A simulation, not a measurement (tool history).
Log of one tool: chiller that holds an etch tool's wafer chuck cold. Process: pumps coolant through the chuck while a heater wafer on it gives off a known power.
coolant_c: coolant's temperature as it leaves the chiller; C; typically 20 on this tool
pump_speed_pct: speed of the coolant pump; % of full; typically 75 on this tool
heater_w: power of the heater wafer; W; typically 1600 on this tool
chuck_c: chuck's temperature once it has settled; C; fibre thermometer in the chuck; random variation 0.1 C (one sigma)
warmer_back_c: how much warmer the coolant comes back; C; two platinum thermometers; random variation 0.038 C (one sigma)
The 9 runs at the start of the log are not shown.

run,hour,coolant_c,pump_speed_pct,heater_w,chuck_c,warmer_back_c
10,1373.1,20,75,1600,43.4,8.54
11,1479.6,20,75,1600,43.5,8.57
12,1665.0,20,75,1600,43.5,8.56
13,1787.0,20,75,1600,43.5,8.53
# hour 1801.6: coolant pump overhauled
14,1933.6,20,75,1600,44.0,8.78
15,2102.9,20,75,1600,44.1,8.89
16,2206.7,20,75,1600,44.1,8.90
17,2335.9,20,100,1600,40.5,6.76
# hour 2483.8: coolant pump overhauled, once more
18,2526.6,25,67,981,39.3,5.12
19,2649.0,25,67,981,39.2,5.11
20,2832.6,25,67,981,39.3,5.10
21,3022.7,20,77,1600,41.8,7.35
22,3217.7,23,77,895,35.0,4.12
23,3315.0,23,77,895,35.1,4.08
24,3483.9,20,86,922,31.8,3.82
25,3594.6,17,61,998,32.5,5.83
26,3824.1,20,68,1088,36.0,5.74
27,3985.0,20,68,1088,35.9,5.66
28,4103.9,16,98,925,27.0,3.33
29,4297.7,14,76,966,27.3,4.54
30,4501.3,23,75,836,34.7,3.98
31,4626.3,29,91,2182,56.7,8.73
32,4783.6,21,75,1446,41.6,6.93

What if the next run were any one of these 3? Each begins from the tool's condition after run 32:
A,4932.1,20,75,1769,?,?
B,4932.1,20,77,1901,?,?
C,4932.1,19,75,2026,?,?

run,chuck_c,warmer_back_c
A,45.0,8.51
B,46.7,8.85
C,47.9,9.74
The same runs, with their run-to-run variation unchanged, on a tool lacking any hidden condition would have given:
run,chuck_c,warmer_back_c
A,43.3,8.29
B,44.9,8.62
C,45.9,9.49
